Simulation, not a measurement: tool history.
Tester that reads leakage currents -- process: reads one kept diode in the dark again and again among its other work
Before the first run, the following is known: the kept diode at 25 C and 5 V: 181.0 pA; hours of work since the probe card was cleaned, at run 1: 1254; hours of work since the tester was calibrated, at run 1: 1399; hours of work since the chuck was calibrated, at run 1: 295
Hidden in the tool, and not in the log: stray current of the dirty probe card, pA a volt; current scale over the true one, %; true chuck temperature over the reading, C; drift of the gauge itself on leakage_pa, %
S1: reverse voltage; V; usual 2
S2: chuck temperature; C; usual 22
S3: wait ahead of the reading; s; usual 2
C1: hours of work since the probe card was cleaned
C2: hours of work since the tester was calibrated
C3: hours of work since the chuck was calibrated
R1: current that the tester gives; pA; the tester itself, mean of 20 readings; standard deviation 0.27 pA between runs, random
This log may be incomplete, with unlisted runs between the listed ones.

| run | day | S1 | S2 | S3 | C1 | C2 | C3 | R1 |
|---|---|---|---|---|---|---|---|---|
| 1 | 0 | 2 | 22 | 2 | 1254 | 1399 | 295 | 88.39 |
| 2 | 3.475 | 2 | 22 | 2 | 1293 | 1438 | 333 | 89.1 |
| 3 | 6.779 | 2 | 22 | 2 | 1330 | 1474 | 370 | 88.12 |
| 4 | 10.042 | 2 | 22 | 2 | 1366 | 1511 | 407 | 88.23 |
| 5 | 13.221 | 2 | 22 | 2 | 1402 | 1546 | 442 | 88.06 |
| 6 | 15.375 | 2 | 22 | 2 | 1426 | 1570 | 466 | 88.01 |
| 7 | 18.554 | 2 | 38 | 2 | 1461 | 1606 | 501 | 357.31 |
| 8 | 20.75 | 2 | 22 | 8.64 | 1486 | 1630 | 526 | 87.24 |
| 9 | 23.133 | 2 | 22 | 8.64 | 1512 | 1657 | 552 | 86.94 |
| 10 | 25.888 | 2 | 22 | 8.64 | 1543 | 1687 | 583 | 87.06 |
| 11 | 28.488 | 2 | 22 | 8.64 | 1572 | 1716 | 612 | 87.28 |
| 12 | 31.725 | 2 | 22 | 2 | 1608 | 1752 | 648 | 86.9 |
| 13 | 34.079 | 2 | 22 | 2 | 1634 | 1779 | 674 | 86.58 |
| 14 | 37.2 | 2 | 22 | 2 | 1669 | 1813 | 709 | 86.76 |
| 15 | 38.775 | 3.03 | 38 | 1.09 | 1686 | 1831 | 727 | 431.91 |
| 16 | 40.967 | 3.03 | 38 | 1.09 | 1711 | 1855 | 751 | 430.04 |
| 17 | 44.325 | 16.41 | 38 | 0.35 | 1748 | 1893 | 789 | 977.48 |
| 18 | 47.671 | 17.8 | 30 | 2.74 | 1786 | 1930 | 826 | 519.51 |
| 19 | 50.738 | 17.8 | 30 | 2.74 | 1820 | 1964 | 860 | 521.02 |
| 20 | 52.554 | 17.8 | 30 | 2.74 | 1840 | 1984 | 880 | 519.19 |
| 21 | 55.117 | 7.32 | 30 | 7.74 | 1868 | 2013 | 909 | 331.33 |
| 22 | 57.354 | 7.32 | 30 | 7.74 | 1893 | 2038 | 934 | 331.22 |
| 23 | 59.45 | 3.7 | 22 | 5.95 | 1917 | 2061 | 957 | 116.25 |

Branching from run 23: 5 alternative next runs. What would each branch give?
| A | 61.958 | 19.62 | 59 | 2 | 1945 | 2089 | 985 | ? |
| B | 61.958 | 2 | 55 | 2 | 1945 | 2089 | 985 | ? |
| C | 61.958 | 18.34 | 56 | 3.74 | 1945 | 2089 | 985 | ? |
| D | 61.958 | 5.05 | 22 | 1.32 | 1945 | 2089 | 985 | ? |
| E | 61.958 | 1.6 | 45 | 2.21 | 1945 | 2089 | 985 | ? |

| run | R1 |
|---|---|
| A | 5467.19 |
| B | 1337.11 |
| C | 4239.42 |
| D | 135.87 |
| E | 550.78 |
With the hidden condition removed and each run's random variation left untouched, the same runs would have given:
| run | R1 |
|---|---|
| A | 5752.05 |
| B | 1413.18 |
| C | 4460.17 |
| D | 137.98 |
| E | 583.13 |
